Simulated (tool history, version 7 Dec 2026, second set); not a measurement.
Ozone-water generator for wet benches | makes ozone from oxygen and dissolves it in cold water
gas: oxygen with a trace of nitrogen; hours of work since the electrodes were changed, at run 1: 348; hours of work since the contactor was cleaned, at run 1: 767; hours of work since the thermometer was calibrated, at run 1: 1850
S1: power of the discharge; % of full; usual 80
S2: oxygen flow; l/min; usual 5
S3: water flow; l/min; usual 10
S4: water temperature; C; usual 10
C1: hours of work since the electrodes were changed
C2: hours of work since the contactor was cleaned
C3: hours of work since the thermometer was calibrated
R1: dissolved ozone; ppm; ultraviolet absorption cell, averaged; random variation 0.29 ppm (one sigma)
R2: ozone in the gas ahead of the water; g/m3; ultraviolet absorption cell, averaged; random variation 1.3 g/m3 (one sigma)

run 1 hour=0 | S1=80 S2=5 S3=10 S4=10 | C1=348 C2=767 C3=1850 | R1=45.3 R2=240
run 2 hour=37.4 | S1=80 S2=5 S3=10 S4=6 | C1=377 C2=796 C3=1878 | R1=48.1 R2=236.7
run 3 hour=76 | S1=80 S2=5 S3=10 S4=6 | C1=406 C2=825 C3=1907 | R1=48.3 R2=239.7
run 4 hour=99.4 | S1=93 S2=5 S3=10 S4=10 | C1=424 C2=843 C3=1925 | R1=51.2 R2=268
run 5 hour=121.6 | S1=93 S2=5 S3=10 S4=10 | C1=441 C2=860 C3=1942 | R1=51.1 R2=271.8
run 6 hour=156.5 | S1=48 S2=5 S3=10 S4=10 | C1=468 C2=886 C3=1969 | R1=28.6 R2=153.2
run 7 hour=194.6 | S1=48 S2=5 S3=10 S4=10 | C1=497 C2=915 C3=1998 | R1=28.5 R2=150.6
run 8 hour=215.2 | S1=80 S2=5 S3=10 S4=10 | C1=512 C2=931 C3=2013 | R1=44.8 R2=236.8
run 9 hour=234.5 | S1=80 S2=5 S3=10 S4=10 | C1=527 C2=946 C3=2028 | R1=44.3 R2=237.8
run 10 hour=270.5 | S1=80 S2=5 S3=10 S4=10 | C1=554 C2=973 C3=2056 | R1=44.5 R2=238.1
run 11 hour=304 | S1=80 S2=5.21 S3=10 S4=10 | C1=580 C2=999 C3=2081 | R1=44.7 R2=230.5
run 12 hour=329.2 | S1=80 S2=5.21 S3=10 S4=10 | C1=599 C2=1018 C3=2100 | R1=44.9 R2=231.4
run 13 hour=351.5 | S1=80 S2=5 S3=10 S4=10 | C1=616 C2=1035 C3=2117 | R1=44.2 R2=237.4
run 14 hour=389.8 | S1=80 S2=5 S3=10 S4=10 | C1=645 C2=1064 C3=2146 | R1=44.7 R2=235.8
run 15 hour=411.2 | S1=80 S2=5 S3=10 S4=10 | C1=662 C2=1080 C3=2163 | R1=44 R2=235.5
run 16 hour=455.7 | S1=80 S2=5 S3=10 S4=10 | C1=695 C2=1114 C3=2197 | R1=44.1 R2=235.7
run 17 hour=475.4 | S1=80 S2=5 S3=10 S4=10 | C1=710 C2=1129 C3=2212 | R1=44.9 R2=235.7
run 18 hour=520.1 | S1=68 S2=5.8 S3=15 S4=15 | C1=745 C2=1163 C3=2246 | R1=27.2 R2=186.9
run 19 hour=540.6 | S1=46 S2=5 S3=10 S4=6 | C1=760 C2=1179 C3=2261 | R1=29.4 R2=146.4
run 20 hour=572.3 | S1=46 S2=5 S3=10 S4=6 | C1=784 C2=1203 C3=2285 | R1=29.4 R2=145.8
run 21 hour=596.2 | S1=70 S2=8.43 S3=9 S4=6 | C1=802 C2=1221 C3=2304 | R1=40.7 R2=157
run 22 hour=627.5 | S1=70 S2=8.43 S3=9 S4=6 | C1=826 C2=1245 C3=2327 | R1=41.3 R2=155.5
run 23 hour=662.6 | S1=55 S2=2.95 S3=10 S4=10 | C1=853 C2=1272 C3=2354 | R1=33.2 R2=229.6
run 24 hour=688.1 | S1=42 S2=8.18 S3=8 S4=9 | C1=872 C2=1291 C3=2374 | R1=26.1 R2=101.7
run 25 hour=733.5 | S1=41 S2=5.51 S3=13 S4=9 | C1=907 C2=1326 C3=2408 | R1=21.2 R2=124.8
run 26 hour=761.5 | S1=70 S2=3.63 S3=9 S4=18 | C1=928 C2=1347 C3=2429 | R1=37.4 R2=251.5
run 27 hour=806.5 | S1=98 S2=5 S3=7 S4=6 | C1=963 C2=1381 C3=2464 | R1=68.9 R2=282.3
run 28 hour=843.8 | S1=98 S2=5 S3=7 S4=6 | C1=991 C2=1410 C3=2492 | R1=68.1 R2=280.5
run 29 hour=889 | S1=98 S2=2.99 S3=7 S4=9 | C1=1025 C2=1444 C3=2527 | R1=68.5 R2=374.1
run 30 hour=924.3 | S1=98 S2=5 S3=10 S4=15 | C1=1052 C2=1471 C3=2553 | R1=47.7 R2=278.8
run 31 hour=950.4 | S1=98 S2=5.32 S3=10 S4=11 | C1=1072 C2=1491 C3=2573 | R1=50.9 R2=266.7
run 32 hour=978.8 | S1=98 S2=5.32 S3=10 S4=11 | C1=1094 C2=1513 C3=2595 | R1=50.6 R2=268.9

The same runs without the tool's hidden state, with the same run-to-run variation:
The hidden state here: yield of the discharge, % of new electrodes'; contactor's efficiency, % of a clean one's; true water temperature over the reading, C; drift of the gauge itself on ozone_ppm, %; drift of the gauge itself on gas_g_m3, %.
run=1 R1=45.9 R2=241.7
run=2 R1=48.8 R2=238.6
run=3 R1=49 R2=241.8
run=4 R1=52.1 R2=270.9
run=5 R1=52 R2=274.8
run=6 R1=29 R2=154.1
run=7 R1=28.9 R2=151.7
run=8 R1=45.7 R2=239.7
run=9 R1=45.2 R2=240.7
run=10 R1=45.5 R2=241.2
run=11 R1=45.7 R2=233.7
run=12 R1=45.9 R2=234.7
run=13 R1=45.2 R2=240.9
run=14 R1=45.8 R2=239.5
run=15 R1=45 R2=239.3
run=16 R1=45.3 R2=239.7
run=17 R1=46.1 R2=239.8
run=18 R1=28 R2=189.9
run=19 R1=30 R2=147.9
run=20 R1=30 R2=147.4
run=21 R1=41.8 R2=159.8
run=22 R1=42.5 R2=158.4
run=23 R1=34 R2=233.1
run=24 R1=26.6 R2=102.8
run=25 R1=21.7 R2=126.2
run=26 R1=38.6 R2=256.8
run=27 R1=71.5 R2=290.3
run=28 R1=70.7 R2=288.7
run=29 R1=71.3 R2=385.4
run=30 R1=49.8 R2=287.5
run=31 R1=53.1 R2=275.2
run=32 R1=52.9 R2=277.7
